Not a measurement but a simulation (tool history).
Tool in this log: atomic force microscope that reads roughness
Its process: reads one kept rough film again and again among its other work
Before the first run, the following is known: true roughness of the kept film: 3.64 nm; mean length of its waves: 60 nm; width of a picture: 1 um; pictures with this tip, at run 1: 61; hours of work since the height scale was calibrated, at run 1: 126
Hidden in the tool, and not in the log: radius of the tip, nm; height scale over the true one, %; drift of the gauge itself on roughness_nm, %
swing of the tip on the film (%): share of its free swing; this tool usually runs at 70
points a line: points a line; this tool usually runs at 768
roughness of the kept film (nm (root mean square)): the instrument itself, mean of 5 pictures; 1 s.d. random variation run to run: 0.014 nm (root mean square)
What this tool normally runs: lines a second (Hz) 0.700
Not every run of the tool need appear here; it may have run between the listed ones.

run   hour  lines a second (Hz)  swing of the tip on the film (%)  points a line  pictures with this tip  hours of work since the height scale was calibrated  roughness of the kept film (nm (root mean square))
  1    0.0                0.700                                70            768                      61                                                  126                                               3.415
  2    8.9                0.700                                70            768                      77                                                  130                                               3.386
  3   19.1                0.700                                70            768                      94                                                  136                                               3.324
  4   35.4                0.700                                70            768                     123                                                  145                                               3.326
  5   53.0                0.700                                70            768                     154                                                  154                                               3.300
  6   67.4                0.700                                78            768                     179                                                  162                                               3.241
  7   82.2                0.700                                78            768                     205                                                  170                                               3.204
  8   91.3                0.700                                78            416                     220                                                  175                                               3.182
  9  106.0                0.700                                70            774                     246                                                  182                                               3.178
     109.4  -- new tip fitted
 10  126.3                0.700                                70            774                      29                                                  193                                               3.462
 11  142.9                0.700                                70            768                      59                                                  202                                               3.406
 12  151.7                0.700                                70            768                      74                                                  207                                               3.385
 13  164.1                0.700                                70            691                      95                                                  213                                               3.381
     166.5  -- height scale calibrated on a step standard
 14  174.8                0.700                                70            691                     112                                                    4                                               3.346
 15  193.6                0.700                                70            768                     145                                                   14                                               3.306
 16  209.8                0.557                                70            297                     173                                                   23                                               3.262
 17  227.0                1.328                                70            282                     203                                                   32                                               3.182
 18  238.2                1.328                                70            282                     223                                                   38                                               3.165
 19  248.9                0.709                                71            561                     242                                                   44                                               3.202
     256.6  -- height scale calibrated on a step standard, once more
     257.1  -- new tip fitted
 20  268.5                0.709                                71            561                      20                                                    6                                               3.444
 21  281.1                1.258                                71            283                      42                                                   13                                               3.369
 22  298.0                1.258                                57            283                      72                                                   22                                               3.403
 23  317.8                1.699                                74            320                     106                                                   33                                               3.208
 24  335.5                1.503                                81            457                     137                                                   42                                               3.150
 25  354.1                3.347                                87            542                     169                                                   52                                               2.766
 26  362.4                2.884                                87            295                     184                                                   56                                               2.832
 27  372.8                0.562                                68            518                     202                                                   62                                               3.247
 28  388.0                0.562                                68            518                     229                                                   70                                               3.259
 29  399.1                2.295                                63            474                     248                                                   76                                               3.100

Each row is a separate what-if for the run after 29, all from the same tool condition, not one after another. Results?
     401.3  -- new tip fitted
  A  417.7                2.244                                71            657                      28                                                   86                                                   ?
     401.3  -- new tip fitted
  B  417.7                0.700                                70            569                      28                                                   86                                                   ?
     401.3  -- new tip fitted
  C  417.7                1.051                                56            556                      28                                                   86                                                   ?
     401.3  -- new tip fitted
  D  417.7                0.700                                83            684                      28                                                   86                                                   ?
     401.3  -- new tip fitted
  E  417.7                2.271                                58            655                      28                                                   86                                                   ?

run  roughness of the kept film (nm (root mean square))
  A                                               3.302
  B                                               3.435
  C                                               3.459
  D                                               3.393
  E                                               3.389
With no hidden state in the tool, these same runs would have given:
run  roughness of the kept film (nm (root mean square))
  A                                               3.336
  B                                               3.470
  C                                               3.494
  D                                               3.428
  E                                               3.424

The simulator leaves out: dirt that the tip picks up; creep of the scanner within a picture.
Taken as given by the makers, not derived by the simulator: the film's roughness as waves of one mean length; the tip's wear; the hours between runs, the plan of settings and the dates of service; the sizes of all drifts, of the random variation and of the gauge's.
